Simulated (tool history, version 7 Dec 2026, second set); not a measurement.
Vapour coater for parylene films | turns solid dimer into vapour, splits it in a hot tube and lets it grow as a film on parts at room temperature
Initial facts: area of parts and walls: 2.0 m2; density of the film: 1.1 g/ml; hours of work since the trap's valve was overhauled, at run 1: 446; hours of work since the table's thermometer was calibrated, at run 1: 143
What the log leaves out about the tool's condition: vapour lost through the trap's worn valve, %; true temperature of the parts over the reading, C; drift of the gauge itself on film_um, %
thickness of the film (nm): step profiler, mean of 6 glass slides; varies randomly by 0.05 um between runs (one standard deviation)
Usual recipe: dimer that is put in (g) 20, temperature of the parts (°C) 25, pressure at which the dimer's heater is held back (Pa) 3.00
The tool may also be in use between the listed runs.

run    hour  dimer that is put in (g)  temperature of the parts (°C)  pressure at which the dimer's heater is held back (Pa)  hours of work since the trap's valve was overhauled  hours of work since the table's thermometer was calibrated  thickness of the film (nm)
  1     0.0                        20                             25                                                    3.00                                                  446                                                         143                        6030
  2    27.3                        20                             25                                                    3.00                                                  462                                                         159                        6030
  3    48.5                        18                             25                                                    3.00                                                  474                                                         171                        5420
       54.6  -- trap's valve overhauled
  4    79.2                        18                             25                                                    3.00                                                   14                                                         186                        5800
  5   112.1                        18                             25                                                    2.13                                                   33                                                         205                        6180
  6   137.9                        11                             25                                                    3.00                                                   47                                                         220                        3510
  7   158.6                        11                             25                                                    3.00                                                   59                                                         231                        3540
  8   179.4                        11                             25                                                    3.00                                                   71                                                         243                        3500
  9   209.4                        11                             25                                                    3.00                                                   88                                                         260                        3500
 10   230.6                        11                             25                                                    3.00                                                  100                                                         273                        3510
 11   246.2                        11                             25                                                    3.00                                                  109                                                         281                        3500
 12   261.6                        11                             25                                                    3.00                                                  118                                                         290                        3480
 13   281.3                        11                             25                                                    3.00                                                  129                                                         301                        3420
 14   303.2                        16                             25                                                    3.00                                                  142                                                         314                        5060
 15   336.4                        16                             25                                                    3.00                                                  161                                                         333                        5050
 16   350.0                        20                             25                                                    2.13                                                  168                                                         340                        6800
 17   379.0                        20                             25                                                    2.13                                                  185                                                         357                        6890
 18   398.6                        20                             25                                                    2.13                                                  196                                                         368                        6750
 19   425.1                        20                             25                                                    2.13                                                  211                                                         383                        6670
 20   447.5                        20                             25                                                    2.13                                                  224                                                         396                        6820
 21   467.9                        20                             23                                                    3.00                                                  235                                                         408                        6550
 22   495.7                        20                             25                                                    3.00                                                  251                                                         424                        6250
 23   526.2                        20                             25                                                    3.00                                                  269                                                         441                        6270
 24   549.5                        20                             25                                                    3.00                                                  282                                                         454                        6210
 25   574.8                        20                             25                                                    3.00                                                  296                                                         469                        6200
 26   600.4                        21                             17                                                    3.00                                                  311                                                         483                        8120
 27   618.8                        12                             17                                                    5.87                                                  321                                                         494                        3950
 28   634.8                         9                             23                                                    6.34                                                  330                                                         503                        2480
 29   653.7                         8                             23                                                    8.08                                                  341                                                         514                        2040
 30   682.6                         8                             21                                                    8.69                                                  358                                                         530                        2140
 31   701.6                        15                             25                                                    6.80                                                  369                                                         541                        3820
 32   727.3                        23                             35                                                    3.18                                                  383                                                         555                        5160
 33   758.0                        35                             35                                                    2.54                                                  401                                                         573                        8270
 34   788.3                         8                             33                                                    3.00                                                  418                                                         590                        1920
 35   811.9                         8                             33                                                    3.00                                                  431                                                         604                        1920
 36   835.8                        20                             27                                                    3.00                                                  445                                                         617                        5800
 37   856.9                        20                             27                                                    3.00                                                  457                                                         629                        5670
 38   882.7                        20                             27                                                    3.00                                                  472                                                         644                        5740
      891.7  -- trap's valve overhauled
 39   902.1                        20                             27                                                    3.00                                                    6                                                         653                        6140
 40   928.7                        20                             27                                                    3.00                                                   21                                                         668                        6080
 41   960.5                        20                             19                                                    2.06                                                   39                                                         686                        8250
 42   980.4                        20                             25                                                    2.59                                                   51                                                         697                        6580
 43  1002.4                        22                             19                                                    3.68                                                   63                                                         710                        7890
 44  1028.7                        22                             19                                                    3.68                                                   78                                                         725                        8010
 45  1047.9                        22                             19                                                    3.68                                                   89                                                         736                        7890
 46  1068.0                        23                             30                                                    6.32                                                  100                                                         747                        5320
 47  1092.1                        23                             30                                                    6.32                                                  114                                                         761                        5330

Below are 3 alternative next runs, each starting from the tool's condition after run 47. Predict each:
  A  1109.2                        20                             21                                                    9.63                                                  124                                                         771                           ?
  B  1109.2                        23                             28                                                    6.11                                                  124                                                         771                           ?
  C  1109.2                        15                             17                                                    2.42                                                  124                                                         771                           ?

run  thickness of the film (nm)
  A                        5490
  B                        5680
  C                        6270
With no hidden state in the tool, these same runs would have given:
run  thickness of the film (nm)
  A                        5690
  B                        5890
  C                        6500
